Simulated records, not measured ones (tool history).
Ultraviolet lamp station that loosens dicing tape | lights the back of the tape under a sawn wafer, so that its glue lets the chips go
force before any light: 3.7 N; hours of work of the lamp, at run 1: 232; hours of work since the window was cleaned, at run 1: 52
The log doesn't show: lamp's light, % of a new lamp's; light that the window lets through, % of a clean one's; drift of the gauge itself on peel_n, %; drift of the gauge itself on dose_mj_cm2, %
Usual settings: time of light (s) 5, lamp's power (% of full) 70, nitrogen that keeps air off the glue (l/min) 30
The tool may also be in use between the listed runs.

| run | day | time of light (s) | lamp's power (% of full) | nitrogen that keeps air off the glue (l/min) | hours of work of the lamp | hours of work since the window was cleaned | force that peels the tape off (N) | light that reached the tape (mJ/cm²) |
|---|---|---|---|---|---|---|---|---|
| 1 | 0 | 5 | 70 | 30 | 232 | 52 | 0.317 | 333 |
| 2 | 0.429 | 5 | 85 | 30 | 240 | 59 | 0.227 | 399 |
| 3 | 0.792 | 6 | 70 | 30 | 247 | 66 | 0.22 | 392 |
| 4 | 1.171 | 6 | 70 | 30 | 253 | 73 | 0.226 | 391 |
| 5 | 1.375 | 5 | 70 | 30 | 257 | 77 | 0.332 | 323 |
| 6 | 1.725 | 5 | 70 | 57 | 263 | 83 | 0.225 | 325 |
| 7 | 2.125 | 5 | 70 | 41 | 271 | 90 | 0.269 | 319 |
| 8 | 2.504 | 5 | 70 | 41 | 278 | 97 | 0.26 | 322 |
| 9 | 2.917 | 5 | 70 | 41 | 285 | 105 | 0.269 | 320 |
| 10 | 3.288 | 5 | 70 | 41 | 292 | 111 | 0.27 | 314 |
| 11 | 3.729 | 5 | 70 | 41 | 300 | 120 | 0.29 | 315 |
| 12 | 4.067 | 4 | 70 | 30 | 306 | 126 | 0.524 | 250 |
| 13 | 4.508 | 4 | 70 | 30 | 314 | 134 | 0.529 | 246 |
| 14 | 4.958 | 5 | 70 | 30 | 322 | 142 | 0.337 | 304 |
| 15 | 5.312 | 5 | 75 | 30 | 329 | 148 | 0.319 | 332 |
| 16 | 5.733 | 5 | 62 | 30 | 336 | 156 | 0.453 | 269 |
| 17 | 6.075 | 5 | 62 | 30 | 343 | 162 | 0.467 | 271 |
| 18 | 6.388 | 2 | 70 | 30 | 348 | 168 | 1.32 | 120 |
| 19 | 6.738 | 2 | 60 | 30 | 355 | 174 | 1.537 | 104 |
| 20 | 6.971 | 2 | 60 | 30 | 359 | 178 | 1.594 | 101 |
| 21 | 7.375 | 2 | 60 | 30 | 366 | 186 | 1.538 | 104 |
| 22 | 7.7 | 5 | 70 | 30 | 372 | 192 | 0.38 | 295 |
| 23 | 8.025 | 5 | 70 | 30 | 378 | 198 | 0.377 | 299 |
| 24 | 8.458 | 9 | 70 | 30 | 386 | 205 | 0.154 | 533 |
| 25 | 8.683 | 3 | 75 | 30 | 390 | 210 | 0.819 | 189 |
| 26 | 9.142 | 3 | 61 | 51 | 398 | 218 | 0.807 | 155 |
| 27 | 9.4 | 3 | 97 | 10 | 403 | 223 | 1.075 | 244 |
| 28 | 9.679 | 3 | 77 | 27 | 408 | 228 | 0.843 | 188 |
| 29 | 10.121 | 3 | 92 | 27 | 416 | 236 | 0.658 | 228 |
| 30 | 10.396 | 3 | 92 | 27 | 421 | 241 | 0.66 | 226 |
| 31 | 10.608 | 3 | 72 | 27 | 425 | 244 | 0.946 | 178 |
| 32 | 11.05 | 9 | 67 | 27 | 433 | 253 | 0.167 | 485 |
| 33 | 11.246 | 5 | 71 | 30 | 437 | 256 | 0.395 | 292 |
| 34 | 11.646 | 4 | 65 | 30 | 444 | 263 | 0.685 | 209 |

The next listed run, before its measurement:
| 35 | 11.9 | 2 | 77 | 20 | 448 | 268 | ? | ? |

{"run 35": {"force that peels the tape off (N)": 1.582, "light that reached the tape (mJ/cm²)": 128}}
Without the tool's hidden state the same run would have given force that peels the tape off (N) 1.208, light that reached the tape (mJ/cm²) 168.
